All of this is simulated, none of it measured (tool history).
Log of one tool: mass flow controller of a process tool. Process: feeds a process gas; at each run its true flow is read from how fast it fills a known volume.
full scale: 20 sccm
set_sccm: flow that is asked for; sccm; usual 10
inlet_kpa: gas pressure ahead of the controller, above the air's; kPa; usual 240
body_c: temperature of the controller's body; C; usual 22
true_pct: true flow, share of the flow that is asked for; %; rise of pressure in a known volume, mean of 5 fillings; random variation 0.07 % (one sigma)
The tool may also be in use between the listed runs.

run 1 hour=0 | set_sccm=10 inlet_kpa=240 body_c=22 | true_pct=97.41
run 2 hour=148.7 | set_sccm=10 inlet_kpa=240 body_c=29 | true_pct=97.91
run 3 hour=248.6 | set_sccm=10 inlet_kpa=240 body_c=23 | true_pct=97.38
run 4 hour=351.3 | set_sccm=5 inlet_kpa=240 body_c=22 | true_pct=95.58
run 5 hour=475.9 | set_sccm=5 inlet_kpa=240 body_c=22 | true_pct=95.57
run 6 hour=555.8 | set_sccm=5 inlet_kpa=240 body_c=22 | true_pct=95.56
run 7 hour=686.3 | set_sccm=10 inlet_kpa=164 body_c=22 | true_pct=96.9
run 8 hour=772 | set_sccm=10 inlet_kpa=164 body_c=22 | true_pct=96.87
run 9 hour=874.2 | set_sccm=10 inlet_kpa=164 body_c=22 | true_pct=96.82
run 10 hour=969.9 | set_sccm=14 inlet_kpa=240 body_c=22 | true_pct=97.7
run 11 hour=1075.8 | set_sccm=14 inlet_kpa=240 body_c=22 | true_pct=97.71
run 12 hour=1137.9 | set_sccm=14 inlet_kpa=240 body_c=22 | true_pct=97.46
run 13 hour=1211.3 | set_sccm=10 inlet_kpa=240 body_c=22 | true_pct=97.11
run 14 hour=1306.2 | set_sccm=10 inlet_kpa=225 body_c=39 | true_pct=98.78
run 15 hour=1410.2 | set_sccm=19 inlet_kpa=177 body_c=20 | true_pct=97.61
run 16 hour=1546.3 | set_sccm=19 inlet_kpa=177 body_c=20 | true_pct=97.66
run 17 hour=1669.1 | set_sccm=19 inlet_kpa=177 body_c=20 | true_pct=97.62
run 18 hour=1777.4 | set_sccm=11 inlet_kpa=201 body_c=24 | true_pct=96.97
run 19 hour=1852.2 | set_sccm=10 inlet_kpa=240 body_c=33 | true_pct=97.76
run 20 hour=1977.6 | set_sccm=12 inlet_kpa=166 body_c=35 | true_pct=98.25
run 21 hour=2090.7 | set_sccm=12 inlet_kpa=166 body_c=35 | true_pct=98.11
run 22 hour=2223 | set_sccm=12 inlet_kpa=166 body_c=35 | true_pct=98.1
run 23 hour=2340.2 | set_sccm=10 inlet_kpa=255 body_c=30 | true_pct=97.47
run 24 hour=2406.1 | set_sccm=18 inlet_kpa=236 body_c=27 | true_pct=98.33
run 25 hour=2480 | set_sccm=4 inlet_kpa=181 body_c=22 | true_pct=93.24

Forecast each of these 4 alternatives for the next run:
run A hour=2596.1 | set_sccm=4 inlet_kpa=240 body_c=29 | true_pct=?
run B hour=2596.1 | set_sccm=8 inlet_kpa=181 body_c=22 | true_pct=?
run C hour=2596.1 | set_sccm=5 inlet_kpa=252 body_c=22 | true_pct=?
run D hour=2596.1 | set_sccm=10 inlet_kpa=202 body_c=22 | true_pct=?

run=A true_pct=94.09
run=B true_pct=95.71
run=C true_pct=94.45
run=D true_pct=96.34
Without the tool's hidden state the same runs would have given:
run=A true_pct=99.58
run=B true_pct=98.93
run=C true_pct=99.03
run=D true_pct=99.1

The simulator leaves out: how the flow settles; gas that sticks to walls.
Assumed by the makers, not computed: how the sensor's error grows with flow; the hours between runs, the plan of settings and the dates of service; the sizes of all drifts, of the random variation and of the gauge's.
